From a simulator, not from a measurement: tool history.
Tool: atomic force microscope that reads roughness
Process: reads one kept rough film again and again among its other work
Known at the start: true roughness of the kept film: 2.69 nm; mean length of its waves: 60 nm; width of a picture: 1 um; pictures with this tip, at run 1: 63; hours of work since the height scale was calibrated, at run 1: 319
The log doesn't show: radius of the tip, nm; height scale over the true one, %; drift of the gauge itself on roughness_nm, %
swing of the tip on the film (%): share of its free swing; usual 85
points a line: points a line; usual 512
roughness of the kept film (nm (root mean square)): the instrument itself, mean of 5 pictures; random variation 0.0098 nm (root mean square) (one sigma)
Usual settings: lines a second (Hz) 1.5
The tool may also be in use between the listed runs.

run	hour	lines a second (Hz)	swing of the tip on the film (%)	points a line	pictures with this tip	hours of work since the height scale was calibrated	roughness of the kept film (nm (root mean square))
1	0	1.5	85	512	63	319	2.221
# hour 11.1: new tip fitted
2	18.7	1.5	85	512	10	327	2.224
3	37	1.5	85	512	34	335	2.215
4	52.9	1.5	85	512	55	342	2.197
5	64	1.5	85	512	70	347	2.222
# hour 69.9: new tip fitted
6	86.4	1.5	85	512	21	356	2.214
7	107.6	1.5	85	512	49	365	2.214
8	119.5	1.5	85	512	65	371	2.213
# hour 128: new tip fitted
9	130.6	1.5	85	389	3	375	2.238
10	142.4	1.5	85	564	18	381	2.218
11	160.9	1.5	85	564	43	389	2.22
12	172.3	1.5	85	512	58	394	2.212
# hour 186.7: new tip fitted
13	193.6	1.5	85	512	9	403	2.223
14	214.3	0.77	55	512	36	412	2.582
15	229.4	0.55	68	317	56	419	2.54
# hour 245: new tip fitted
16	252.2	0.55	68	317	10	428	2.531
17	267.5	2.25	68	587	30	435	2.367
18	278.7	1.11	58	533	44	440	2.545
19	291.9	1.22	56	512	62	446	2.552
20	300.8	0.52	64	365	74	450	2.591
# hour 303.8: new tip fitted
21	312.1	0.52	64	365	11	455	2.574
22	331.3	1.42	80	681	36	463	2.319
23	340.4	0.7	85	480	48	467	2.422
24	354.6	2.03	77	341	67	473	2.247

Forecast each of these 3 alternatives for the next run:
# hour 362.2: new tip fitted
A	370.9	2.46	56	570	12	480	?
# hour 362.2: new tip fitted
B	370.9	0.56	67	598	12	480	?
# hour 362.2: new tip fitted
C	370.9	2.63	76	341	12	480	?

run	roughness of the kept film (nm (root mean square))
A	2.486
B	2.569
C	2.176
Without the tool's hidden state the same runs would have given:
run	roughness of the kept film (nm (root mean square))
A	2.487
B	2.571
C	2.177

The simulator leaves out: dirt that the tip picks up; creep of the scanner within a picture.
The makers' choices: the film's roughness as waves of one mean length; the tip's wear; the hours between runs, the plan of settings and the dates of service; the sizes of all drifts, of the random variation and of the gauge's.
